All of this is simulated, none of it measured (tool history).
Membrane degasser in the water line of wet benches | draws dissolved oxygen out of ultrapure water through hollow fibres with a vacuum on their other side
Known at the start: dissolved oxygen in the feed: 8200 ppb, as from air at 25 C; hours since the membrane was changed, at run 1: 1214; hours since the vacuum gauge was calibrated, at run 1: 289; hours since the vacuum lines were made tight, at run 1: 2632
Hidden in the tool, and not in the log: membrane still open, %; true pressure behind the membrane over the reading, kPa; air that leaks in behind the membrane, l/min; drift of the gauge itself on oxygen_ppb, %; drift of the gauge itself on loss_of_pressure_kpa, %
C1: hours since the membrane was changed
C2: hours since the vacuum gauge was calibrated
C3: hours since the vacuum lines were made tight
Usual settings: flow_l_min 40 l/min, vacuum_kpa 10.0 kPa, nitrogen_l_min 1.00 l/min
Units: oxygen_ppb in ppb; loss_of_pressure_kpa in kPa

run 1 hour=0.0 | flow_l_min=40 vacuum_kpa=10.0 nitrogen_l_min=1.00 | C1=1214 C2=289 C3=2632 | oxygen_ppb=752.7 loss_of_pressure_kpa=40.51
run 2 hour=57.6 | flow_l_min=40 vacuum_kpa=10.0 nitrogen_l_min=1.00 | C1=1271 C2=346 C3=2690 | oxygen_ppb=751.7 loss_of_pressure_kpa=40.52
run 3 hour=97.9 | flow_l_min=40 vacuum_kpa=10.0 nitrogen_l_min=1.00 | C1=1312 C2=387 C3=2730 | oxygen_ppb=754.4 loss_of_pressure_kpa=40.52
run 4 hour=139.6 | flow_l_min=40 vacuum_kpa=10.0 nitrogen_l_min=1.00 | C1=1353 C2=428 C3=2772 | oxygen_ppb=758.4 loss_of_pressure_kpa=40.33
run 5 hour=181.6 | flow_l_min=40 vacuum_kpa=10.0 nitrogen_l_min=1.00 | C1=1395 C2=470 C3=2814 | oxygen_ppb=748.1 loss_of_pressure_kpa=40.44
run 6 hour=234.5 | flow_l_min=40 vacuum_kpa=10.0 nitrogen_l_min=1.00 | C1=1448 C2=523 C3=2866 | oxygen_ppb=757.9 loss_of_pressure_kpa=40.56
run 7 hour=266.8 | flow_l_min=40 vacuum_kpa=10.0 nitrogen_l_min=0.43 | C1=1481 C2=556 C3=2899 | oxygen_ppb=1158.6 loss_of_pressure_kpa=40.72
run 8 hour=294.8 | flow_l_min=29 vacuum_kpa=10.0 nitrogen_l_min=0.42 | C1=1509 C2=584 C3=2927 | oxygen_ppb=846.0 loss_of_pressure_kpa=29.34
run 9 hour=324.4 | flow_l_min=29 vacuum_kpa=10.0 nitrogen_l_min=0.42 | C1=1538 C2=613 C3=2956 | oxygen_ppb=840.5 loss_of_pressure_kpa=29.42
run 10 hour=363.3 | flow_l_min=40 vacuum_kpa=8.2 nitrogen_l_min=1.00 | C1=1577 C2=652 C3=2995 | oxygen_ppb=627.0 loss_of_pressure_kpa=40.71
run 11 hour=405.0 | flow_l_min=40 vacuum_kpa=10.0 nitrogen_l_min=1.29 | C1=1619 C2=694 C3=3037 | oxygen_ppb=665.7 loss_of_pressure_kpa=40.83
run 12 hour=461.7 | flow_l_min=40 vacuum_kpa=10.0 nitrogen_l_min=0.87 | C1=1675 C2=750 C3=3094 | oxygen_ppb=811.8 loss_of_pressure_kpa=40.42

5 ways to go on from here, each from the tool as it stands after run 12. What would each give?
run A hour=517.4 | flow_l_min=28 vacuum_kpa=10.0 nitrogen_l_min=2.33 | C1=1731 C2=806 C3=3149 | oxygen_ppb=? loss_of_pressure_kpa=?
run B hour=517.4 | flow_l_min=27 vacuum_kpa=10.0 nitrogen_l_min=0.64 | C1=1731 C2=806 C3=3149 | oxygen_ppb=? loss_of_pressure_kpa=?
run C hour=517.4 | flow_l_min=40 vacuum_kpa=10.0 nitrogen_l_min=1.94 | C1=1731 C2=806 C3=3149 | oxygen_ppb=? loss_of_pressure_kpa=?
run D hour=517.4 | flow_l_min=40 vacuum_kpa=7.7 nitrogen_l_min=0.87 | C1=1731 C2=806 C3=3149 | oxygen_ppb=? loss_of_pressure_kpa=?
run E hour=517.4 | flow_l_min=56 vacuum_kpa=17.9 nitrogen_l_min=0.87 | C1=1731 C2=806 C3=3149 | oxygen_ppb=? loss_of_pressure_kpa=?

run=A oxygen_ppb=266.1 loss_of_pressure_kpa=28.37
run=B oxygen_ppb=609.4 loss_of_pressure_kpa=27.68
run=C oxygen_ppb=545.3 loss_of_pressure_kpa=40.41
run=D oxygen_ppb=629.5 loss_of_pressure_kpa=40.62
run=E oxygen_ppb=1887.2 loss_of_pressure_kpa=56.71
Without the tool's hidden state the same runs would have given:
run=A oxygen_ppb=266.1 loss_of_pressure_kpa=28.36
run=B oxygen_ppb=609.3 loss_of_pressure_kpa=27.67
run=C oxygen_ppb=545.1 loss_of_pressure_kpa=40.41
run=D oxygen_ppb=629.3 loss_of_pressure_kpa=40.62
run=E oxygen_ppb=1887.0 loss_of_pressure_kpa=56.70

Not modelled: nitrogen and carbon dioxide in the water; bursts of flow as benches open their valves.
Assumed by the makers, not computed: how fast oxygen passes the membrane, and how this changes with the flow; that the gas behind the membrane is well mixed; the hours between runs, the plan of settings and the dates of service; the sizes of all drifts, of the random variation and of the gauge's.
